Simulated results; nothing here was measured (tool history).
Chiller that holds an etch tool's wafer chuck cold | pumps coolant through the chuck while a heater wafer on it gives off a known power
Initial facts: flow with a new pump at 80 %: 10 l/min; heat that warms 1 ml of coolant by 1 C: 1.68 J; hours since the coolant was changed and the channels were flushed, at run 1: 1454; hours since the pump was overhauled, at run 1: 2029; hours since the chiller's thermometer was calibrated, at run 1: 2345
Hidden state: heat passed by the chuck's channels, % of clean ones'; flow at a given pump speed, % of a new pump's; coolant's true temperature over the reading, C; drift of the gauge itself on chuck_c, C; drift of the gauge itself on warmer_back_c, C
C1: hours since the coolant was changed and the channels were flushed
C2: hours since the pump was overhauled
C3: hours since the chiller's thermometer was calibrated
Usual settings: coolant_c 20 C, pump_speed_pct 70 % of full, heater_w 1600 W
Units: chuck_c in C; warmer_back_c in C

run 1 hour=0.0 | coolant_c=20 pump_speed_pct=70 heater_w=1600 | C1=1454 C2=2029 C3=2345 | chuck_c=34.1 warmer_back_c=6.50
run 2 hour=51.2 | coolant_c=20 pump_speed_pct=70 heater_w=1600 | C1=1505 C2=2080 C3=2396 | chuck_c=34.3 warmer_back_c=6.49
run 3 hour=90.5 | coolant_c=20 pump_speed_pct=75 heater_w=1600 | C1=1545 C2=2120 C3=2436 | chuck_c=33.5 warmer_back_c=6.10
run 4 hour=125.1 | coolant_c=20 pump_speed_pct=70 heater_w=1022 | C1=1579 C2=2154 C3=2470 | chuck_c=29.1 warmer_back_c=4.17
run 5 hour=173.2 | coolant_c=20 pump_speed_pct=70 heater_w=1022 | C1=1627 C2=2202 C3=2518 | chuck_c=29.0 warmer_back_c=4.10
run 6 hour=244.7 | coolant_c=20 pump_speed_pct=70 heater_w=1022 | C1=1699 C2=2274 C3=2590 | chuck_c=29.1 warmer_back_c=4.08
run 7 hour=284.6 | coolant_c=20 pump_speed_pct=70 heater_w=1022 | C1=1739 C2=2314 C3=2630 | chuck_c=29.1 warmer_back_c=4.17
run 8 hour=326.7 | coolant_c=20 pump_speed_pct=70 heater_w=1022 | C1=1781 C2=2356 C3=2672 | chuck_c=29.2 warmer_back_c=4.16
run 9 hour=378.1 | coolant_c=20 pump_speed_pct=70 heater_w=1600 | C1=1832 C2=2407 C3=2723 | chuck_c=33.9 warmer_back_c=6.45
run 10 hour=453.1 | coolant_c=20 pump_speed_pct=70 heater_w=1600 | C1=1907 C2=2482 C3=2798 | chuck_c=34.4 warmer_back_c=6.44
run 11 hour=498.1 | coolant_c=13 pump_speed_pct=70 heater_w=1600 | C1=1952 C2=2527 C3=2843 | chuck_c=27.5 warmer_back_c=6.46
run 12 hour=540.3 | coolant_c=20 pump_speed_pct=71 heater_w=1600 | C1=1994 C2=2569 C3=2885 | chuck_c=34.1 warmer_back_c=6.34
run 13 hour=616.4 | coolant_c=20 pump_speed_pct=71 heater_w=1600 | C1=2070 C2=2646 C3=2961 | chuck_c=34.0 warmer_back_c=6.32
run 14 hour=652.3 | coolant_c=20 pump_speed_pct=70 heater_w=1128 | C1=2106 C2=2681 C3=2997 | chuck_c=30.2 warmer_back_c=4.52
run 15 hour=725.0 | coolant_c=20 pump_speed_pct=70 heater_w=972 | C1=2179 C2=2754 C3=3070 | chuck_c=28.6 warmer_back_c=3.84
run 16 hour=781.3 | coolant_c=20 pump_speed_pct=70 heater_w=972 | C1=2235 C2=2810 C3=3126 | chuck_c=28.6 warmer_back_c=3.85
run 17 hour=827.6 | coolant_c=12 pump_speed_pct=91 heater_w=1600 | C1=2282 C2=2857 C3=3173 | chuck_c=23.3 warmer_back_c=4.86
run 18 hour=897.4 | coolant_c=16 pump_speed_pct=92 heater_w=1600 | C1=2352 C2=2927 C3=3242 | chuck_c=27.3 warmer_back_c=4.85
run 19 hour=947.6 | coolant_c=29 pump_speed_pct=70 heater_w=2069 | C1=2402 C2=2977 C3=3293 | chuck_c=47.6 warmer_back_c=8.32
run 20 hour=982.4 | coolant_c=13 pump_speed_pct=82 heater_w=1600 | C1=2436 C2=3011 C3=3327 | chuck_c=25.4 warmer_back_c=5.38
run 21 hour=1049.8 | coolant_c=13 pump_speed_pct=82 heater_w=1600 | C1=2504 C2=3079 C3=3395 | chuck_c=25.2 warmer_back_c=5.35
run 22 hour=1087.3 | coolant_c=13 pump_speed_pct=82 heater_w=1600 | C1=2541 C2=3116 C3=3432 | chuck_c=25.5 warmer_back_c=5.42
run 23 hour=1165.0 | coolant_c=13 pump_speed_pct=71 heater_w=829 | C1=2619 C2=3194 C3=3510 | chuck_c=20.1 warmer_back_c=3.17
run 24 hour=1220.6 | coolant_c=20 pump_speed_pct=70 heater_w=1901 | C1=2675 C2=3250 C3=3566 | chuck_c=36.9 warmer_back_c=7.61
-- hour=1277.4 chiller's thermometer calibrated
run 25 hour=1295.1 | coolant_c=20 pump_speed_pct=70 heater_w=1901 | C1=2748 C2=3323 C3=18 | chuck_c=37.0 warmer_back_c=7.52
run 26 hour=1334.4 | coolant_c=11 pump_speed_pct=67 heater_w=1518 | C1=2787 C2=3362 C3=57 | chuck_c=25.2 warmer_back_c=6.21
run 27 hour=1408.2 | coolant_c=11 pump_speed_pct=67 heater_w=1518 | C1=2861 C2=3436 C3=131 | chuck_c=25.0 warmer_back_c=6.21
run 28 hour=1447.3 | coolant_c=16 pump_speed_pct=76 heater_w=1600 | C1=2900 C2=3475 C3=170 | chuck_c=29.4 warmer_back_c=5.79
run 29 hour=1487.8 | coolant_c=19 pump_speed_pct=73 heater_w=1600 | C1=2941 C2=3516 C3=210 | chuck_c=32.7 warmer_back_c=5.93
run 30 hour=1536.3 | coolant_c=19 pump_speed_pct=81 heater_w=1518 | C1=2989 C2=3564 C3=259 | chuck_c=30.8 warmer_back_c=5.09
run 31 hour=1603.9 | coolant_c=19 pump_speed_pct=96 heater_w=1011 | C1=3057 C2=3632 C3=326 | chuck_c=25.8 warmer_back_c=2.69

Alternative continuations, all from the tool just after run 31; predict every row:
run A hour=1679.6 | coolant_c=11 pump_speed_pct=96 heater_w=1253 | C1=3133 C2=3708 C3=402 | chuck_c=? warmer_back_c=?
run B hour=1679.6 | coolant_c=19 pump_speed_pct=67 heater_w=1600 | C1=3133 C2=3708 C3=402 | chuck_c=? warmer_back_c=?
run C hour=1679.6 | coolant_c=11 pump_speed_pct=65 heater_w=1215 | C1=3133 C2=3708 C3=402 | chuck_c=? warmer_back_c=?

run=A chuck_c=19.4 warmer_back_c=3.42
run=B chuck_c=33.7 warmer_back_c=6.58
run=C chuck_c=22.7 warmer_back_c=5.06
Without the tool's hidden state the same runs would have given:
run=A chuck_c=19.3 warmer_back_c=3.72
run=B chuck_c=33.7 warmer_back_c=6.89
run=C chuck_c=22.6 warmer_back_c=5.36
